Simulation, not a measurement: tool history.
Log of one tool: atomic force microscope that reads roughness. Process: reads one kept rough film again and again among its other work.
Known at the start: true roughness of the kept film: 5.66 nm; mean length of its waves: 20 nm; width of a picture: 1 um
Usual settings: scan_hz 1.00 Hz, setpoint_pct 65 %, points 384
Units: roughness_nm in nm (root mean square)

| run | hour | scan_hz | setpoint_pct | points | roughness_nm |
|---|---|---|---|---|---|
| 1 | 0.0 | 1.00 | 65 | 384 | 3.410 |
| 2 | 19.9 | 0.51 | 65 | 384 | 3.507 |
| 3 | 30.0 | 0.51 | 65 | 384 | 3.505 |
| 4 | 40.8 | 0.51 | 65 | 384 | 3.474 |
| 5 | 50.7 | 0.51 | 66 | 384 | 3.478 |
| 6 | 65.7 | 1.00 | 65 | 384 | 3.443 |
| 7 | 86.2 | 1.00 | 65 | 384 | 3.401 |
| 8 | 101.3 | 1.00 | 65 | 384 | 3.392 |
| 9 | 116.8 | 1.00 | 65 | 384 | 3.396 |
| 10 | 135.4 | 1.00 | 65 | 384 | 3.424 |
| 11 | 145.7 | 1.83 | 65 | 384 | 3.291 |
| 12 | 161.4 | 1.83 | 63 | 384 | 3.331 |
| 13 | 172.6 | 1.00 | 65 | 511 | 3.423 |
| 14 | 187.4 | 1.00 | 65 | 703 | 3.451 |
| 15 | 203.7 | 1.00 | 65 | 703 | 3.440 |
|  | 207.6 | new tip fitted |
| 16 | 214.4 | 1.00 | 65 | 703 | 3.470 |
| 17 | 225.7 | 1.00 | 65 | 703 | 3.467 |
| 18 | 235.1 | 1.00 | 65 | 703 | 3.479 |
| 19 | 245.8 | 1.00 | 65 | 384 | 3.418 |
| 20 | 254.6 | 1.00 | 65 | 815 | 3.466 |
| 21 | 269.0 | 1.00 | 73 | 384 | 3.342 |
| 22 | 281.9 | 1.11 | 65 | 330 | 3.400 |
| 23 | 296.3 | 1.28 | 65 | 385 | 3.393 |
| 24 | 305.8 | 1.14 | 62 | 384 | 3.433 |
| 25 | 319.6 | 1.14 | 68 | 384 | 3.367 |
| 26 | 330.0 | 1.03 | 67 | 740 | 3.440 |
| 27 | 349.2 | 1.03 | 67 | 740 | 3.436 |
| 28 | 363.4 | 1.05 | 67 | 436 | 3.427 |
| 29 | 379.8 | 1.05 | 67 | 436 | 3.389 |
| 30 | 396.2 | 1.00 | 55 | 316 | 3.450 |
| 31 | 415.4 | 1.45 | 57 | 382 | 3.442 |
| 32 | 436.8 | 1.26 | 85 | 931 | 3.131 |
| 33 | 457.2 | 1.26 | 85 | 931 | 3.118 |
| 34 | 478.5 | 1.26 | 85 | 931 | 3.137 |
| 35 | 492.6 | 1.00 | 65 | 328 | 3.398 |
| 36 | 513.0 | 0.94 | 80 | 688 | 3.279 |
| 37 | 525.3 | 0.94 | 80 | 688 | 3.291 |
| 38 | 544.4 | 0.94 | 75 | 738 | 3.346 |
| 39 | 565.3 | 0.94 | 75 | 738 | 3.365 |
| 40 | 586.2 | 0.94 | 75 | 738 | 3.372 |

Forecast each of these 5 alternatives for the next run:
| A | 601.5 | 0.94 | 72 | 297 | ? |
| B | 601.5 | 0.94 | 60 | 357 | ? |
| C | 601.5 | 1.77 | 62 | 568 | ? |
| D | 601.5 | 0.94 | 75 | 745 | ? |
| E | 601.5 | 0.72 | 86 | 750 | ? |

| run | roughness_nm |
|---|---|
| A | 3.310 |
| B | 3.469 |
| C | 3.387 |
| D | 3.357 |
| E | 3.284 |
Without the tool's hidden state the same runs would have given:
| run | roughness_nm |
|---|---|
| A | 3.329 |
| B | 3.489 |
| C | 3.406 |
| D | 3.375 |
| E | 3.302 |
